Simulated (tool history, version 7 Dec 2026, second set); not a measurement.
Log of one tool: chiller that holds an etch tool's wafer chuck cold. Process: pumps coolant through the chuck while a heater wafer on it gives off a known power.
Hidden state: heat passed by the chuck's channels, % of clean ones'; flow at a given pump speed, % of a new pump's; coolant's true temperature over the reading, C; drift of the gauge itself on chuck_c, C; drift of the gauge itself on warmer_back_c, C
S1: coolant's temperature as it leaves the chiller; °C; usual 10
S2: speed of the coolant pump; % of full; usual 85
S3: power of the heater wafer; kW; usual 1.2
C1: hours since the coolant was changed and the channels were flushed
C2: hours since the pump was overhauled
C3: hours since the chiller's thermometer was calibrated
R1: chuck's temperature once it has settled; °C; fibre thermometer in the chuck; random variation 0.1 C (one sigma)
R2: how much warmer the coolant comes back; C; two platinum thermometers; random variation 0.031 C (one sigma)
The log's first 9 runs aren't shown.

{"run": 10, "hour": 256.5, "S1": 10, "S2": 72, "S3": 1.2, "C1": 2680, "C2": 262, "C3": 1607, "R1": 26.5, "R2": 3.65}
{"run": 11, "hour": 280.9, "S1": 10, "S2": 85, "S3": 1.44, "C1": 2704, "C2": 286, "C3": 1632, "R1": 28.3, "R2": 3.72}
{"run": 12, "hour": 299.4, "S1": 17, "S2": 85, "S3": 1.44, "C1": 2723, "C2": 305, "C3": 1650, "R1": 35.4, "R2": 3.73}
{"run": 13, "hour": 327.6, "S1": 17, "S2": 80, "S3": 1.44, "C1": 2751, "C2": 333, "C3": 1678, "R1": 36.1, "R2": 3.93}
{"run": 14, "hour": 346.9, "S1": 17, "S2": 80, "S3": 1.44, "C1": 2770, "C2": 352, "C3": 1698, "R1": 35.9, "R2": 3.97}
{"run": 15, "hour": 371.9, "S1": 17, "S2": 80, "S3": 1.44, "C1": 2795, "C2": 377, "C3": 1723, "R1": 35.8, "R2": 3.93}
{"run": 16, "hour": 395.0, "S1": 17, "S2": 80, "S3": 1.44, "C1": 2818, "C2": 400, "C3": 1746, "R1": 35.9, "R2": 3.94}
{"run": 17, "hour": 423.8, "S1": 17, "S2": 80, "S3": 1.44, "C1": 2847, "C2": 429, "C3": 1775, "R1": 35.8, "R2": 3.96}
{"run": 18, "hour": 450.8, "S1": 18, "S2": 82, "S3": 1.44, "C1": 2874, "C2": 456, "C3": 1802, "R1": 36.8, "R2": 3.83}
{"hour": 454.8, "done": "chiller's thermometer calibrated"}
{"run": 19, "hour": 474.3, "S1": 18, "S2": 82, "S3": 1.44, "C1": 2897, "C2": 478, "C3": 20, "R1": 36.6, "R2": 3.87}
{"run": 20, "hour": 512.2, "S1": 20, "S2": 84, "S3": 1.2, "C1": 2935, "C2": 516, "C3": 57, "R1": 35.6, "R2": 3.18}
{"hour": 535.4, "done": "chiller's thermometer calibrated, once more"}
{"run": 21, "hour": 538.5, "S1": 10, "S2": 92, "S3": 1.068, "C1": 2960, "C2": 542, "C3": 3, "R1": 23, "R2": 2.53}
{"run": 22, "hour": 559.2, "S1": 10, "S2": 92, "S3": 1.068, "C1": 2981, "C2": 562, "C3": 24, "R1": 22.8, "R2": 2.55}
{"run": 23, "hour": 591.2, "S1": 19, "S2": 68, "S3": 1.2, "C1": 3013, "C2": 594, "C3": 56, "R1": 35.9, "R2": 3.93}
{"run": 24, "hour": 615.0, "S1": 13, "S2": 69, "S3": 0.984, "C1": 3036, "C2": 618, "C3": 80, "R1": 27.2, "R2": 3.19}
{"run": 25, "hour": 639.8, "S1": 10, "S2": 73, "S3": 1.346, "C1": 3061, "C2": 643, "C3": 104, "R1": 28.4, "R2": 4.08}
{"run": 26, "hour": 658.6, "S1": 11, "S2": 89, "S3": 1.346, "C1": 3080, "C2": 662, "C3": 123, "R1": 27.6, "R2": 3.3}
{"run": 27, "hour": 696.2, "S1": 11, "S2": 89, "S3": 1.346, "C1": 3118, "C2": 699, "C3": 161, "R1": 27.6, "R2": 3.28}
{"run": 28, "hour": 727.8, "S1": 15, "S2": 86, "S3": 0.648, "C1": 3149, "C2": 731, "C3": 192, "R1": 23.5, "R2": 1.65}
{"run": 29, "hour": 751.8, "S1": 15, "S2": 86, "S3": 0.612, "C1": 3173, "C2": 755, "C3": 216, "R1": 22.7, "R2": 1.65}
{"run": 30, "hour": 790.0, "S1": 15, "S2": 64, "S3": 0.612, "C1": 3211, "C2": 793, "C3": 255, "R1": 23.9, "R2": 2.11}
{"run": 31, "hour": 828.4, "S1": 14, "S2": 92, "S3": 1.195, "C1": 3250, "C2": 832, "C3": 293, "R1": 28.9, "R2": 2.83}
{"run": 32, "hour": 862.9, "S1": 1, "S2": 71, "S3": 1.438, "C1": 3284, "C2": 866, "C3": 328, "R1": 20.9, "R2": 4.53}

Forecast each of these 3 alternatives for the next run:
{"run": "A", "hour": 899.4, "S1": 2, "S2": 81, "S3": 0.913, "C1": 3321, "C2": 903, "C3": 364, "R1": "?", "R2": "?"}
{"run": "B", "hour": 899.4, "S1": 3, "S2": 66, "S3": 0.728, "C1": 3321, "C2": 903, "C3": 364, "R1": "?", "R2": "?"}
{"run": "C", "hour": 899.4, "S1": 16, "S2": 62, "S3": 1.27, "C1": 3321, "C2": 903, "C3": 364, "R1": "?", "R2": "?"}

run=A R1=13.9 R2=2.48
run=B R1=13.6 R2=2.45
run=C R1=35.2 R2=4.54
Without the tool's hidden state the same runs would have given:
run=A R1=13.2 R2=2.45
run=B R1=13 R2=2.42
run=C R1=34.1 R2=4.47
